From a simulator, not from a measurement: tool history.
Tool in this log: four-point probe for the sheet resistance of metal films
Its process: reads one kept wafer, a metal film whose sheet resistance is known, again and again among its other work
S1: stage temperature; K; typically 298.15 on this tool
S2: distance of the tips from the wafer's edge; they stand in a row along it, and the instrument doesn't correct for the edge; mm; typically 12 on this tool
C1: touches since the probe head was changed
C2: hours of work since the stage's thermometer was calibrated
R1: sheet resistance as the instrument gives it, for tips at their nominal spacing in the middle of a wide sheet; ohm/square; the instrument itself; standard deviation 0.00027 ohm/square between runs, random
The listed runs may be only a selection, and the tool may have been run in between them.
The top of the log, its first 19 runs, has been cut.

| run | day | S1 | S2 | C1 | C2 | R1 |
|---|---|---|---|---|---|---|
| 20 | 56.758 | 300.15 | 12 | 46220 | 1896 | 1.351860 |
| 21 | 60.633 | 295.15 | 12 | 47914 | 1953 | 1.356855 |
| 22 | 63.004 | 295.15 | 12 | 48948 | 1988 | 1.356800 |
| 23 | 66.492 | 295.15 | 12 | 50471 | 2040 | 1.356732 |
| 24 | 68.546 | 301.15 | 4 | 51369 | 2070 | 1.367168 |
| 25 | 72.112 | 295.15 | 27 | 52928 | 2122 | 1.354875 |
| 26 | 75.550 | 295.15 | 27 | 54428 | 2173 | 1.355234 |
| 27 | 78.317 | 295.15 | 27 | 55637 | 2213 | 1.355718 |
| 28 | 81.975 | 297.15 | 69 | 57234 | 2267 | 1.352827 |
| 29 | 84.908 | 297.15 | 69 | 58516 | 2310 | 1.352905 |
| 30 | 88.354 | 292.15 | 69 | 60021 | 2361 | 1.357501 |
|  | 89.300 | stage's thermometer calibrated |
| 31 | 90.912 | 299.15 | 14 | 61129 | 24 | 1.352412 |
| 32 | 92.750 | 299.15 | 14 | 61931 | 51 | 1.352363 |
| 33 | 95.288 | 299.15 | 14 | 63039 | 88 | 1.352294 |

Here are 5 independent what-if runs from the current tool condition. What would each one return?
| A | 97.954 | 294.15 | 14 | 64204 | 127 | ? |
| B | 97.954 | 308.15 | 13 | 64204 | 127 | ? |
| C | 97.954 | 298.15 | 34 | 64204 | 127 | ? |
| D | 97.954 | 299.15 | 36 | 64204 | 127 | ? |
| E | 97.954 | 293.15 | 56 | 64204 | 127 | ? |

| run | R1 |
|---|---|
| A | 1.357554 |
| B | 1.344000 |
| C | 1.351762 |
| D | 1.351601 |
| E | 1.356998 |
With the hidden condition removed and each run's random variation left untouched, the same runs would have given:
| run | R1 |
|---|---|
| A | 1.357613 |
| B | 1.344059 |
| C | 1.351821 |
| D | 1.351660 |
| E | 1.357057 |

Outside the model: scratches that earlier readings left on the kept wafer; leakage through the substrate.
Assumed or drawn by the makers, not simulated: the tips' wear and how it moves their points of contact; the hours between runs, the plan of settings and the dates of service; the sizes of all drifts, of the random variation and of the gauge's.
